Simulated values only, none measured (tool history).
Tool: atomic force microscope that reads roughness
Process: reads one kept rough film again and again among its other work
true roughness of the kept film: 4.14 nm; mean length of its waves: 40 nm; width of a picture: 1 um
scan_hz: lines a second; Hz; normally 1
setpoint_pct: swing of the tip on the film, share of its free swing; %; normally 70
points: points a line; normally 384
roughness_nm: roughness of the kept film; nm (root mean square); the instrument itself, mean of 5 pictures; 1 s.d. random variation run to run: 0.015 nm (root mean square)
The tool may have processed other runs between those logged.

run	hour	scan_hz	setpoint_pct	points	roughness_nm
1	0	1	70	384	2.904
2	6.2	1	70	384	2.853
3	18.5	1	70	384	2.79
4	25	1	70	630	2.781
# hour 37.8: new tip fitted
5	39.3	1	70	630	3.505
6	50.1	1	70	384	3.414
7	60.2	1	62	384	3.456
8	74.4	1	70	384	3.263
9	86.8	1	70	384	3.191
10	100.7	1	75	384	3.056
11	113.7	1	75	491	2.996
12	121.3	1	75	491	2.946
13	131.8	1	75	491	2.893
14	142.2	1	75	491	2.845
15	154.9	1	75	491	2.809
16	161.1	1	75	491	2.755
17	167.4	1	75	491	2.722
18	174.2	1	65	384	2.804
# hour 178.9: new tip fitted
19	185.3	1	81	384	3.273
20	196.3	1	89	384	3.094
21	210.9	1	89	285	2.974
22	224.6	1	89	285	2.938
23	236.3	1	89	285	2.821
24	246.9	1	89	285	2.801
25	261	1	89	285	2.725
26	268.7	1	85	723	2.787
27	277.4	1	67	684	2.946
28	283.5	1.78	68	999	2.794
29	293.4	1.78	68	999	2.78
30	303.6	1.78	68	999	2.731
31	314.8	1.78	68	999	2.663
# hour 319.6: new tip fitted
32	329.2	1.78	68	999	3.293
33	340.2	0.57	77	376	3.35
34	353.5	0.57	77	376	3.274
35	360.2	0.53	70	689	3.325
36	369.6	2.6	55	338	3.142
37	382	3.08	64	724	2.913
38	394	3.08	64	724	2.86
39	401.9	3.08	64	544	2.796
40	413.5	3.7	73	462	2.452
41	421.6	3.7	73	462	2.399
42	428.6	3.7	73	462	2.367
43	435	0.89	73	462	2.812
44	443.4	2.08	66	259	2.679
45	450.2	3.79	69	722	2.396
# hour 460.4: new tip fitted
46	462.3	3.79	69	722	3.01
47	470.4	0.6	69	365	3.49

Each row is a separate what-if for the run after 47, all from the same tool condition, not one after another. Results?
A	478.7	0.6	76	365	?
B	478.7	0.6	77	365	?
C	478.7	1.21	83	689	?
D	478.7	0.6	69	498	?
E	478.7	0.51	70	384	?

run	roughness_nm
A	3.414
B	3.362
C	3.11
D	3.445
E	3.448
The same runs, with their run-to-run variation unchanged, on a tool lacking any hidden condition would have given:
run	roughness_nm
A	3.581
B	3.527
C	3.262
D	3.614
E	3.617
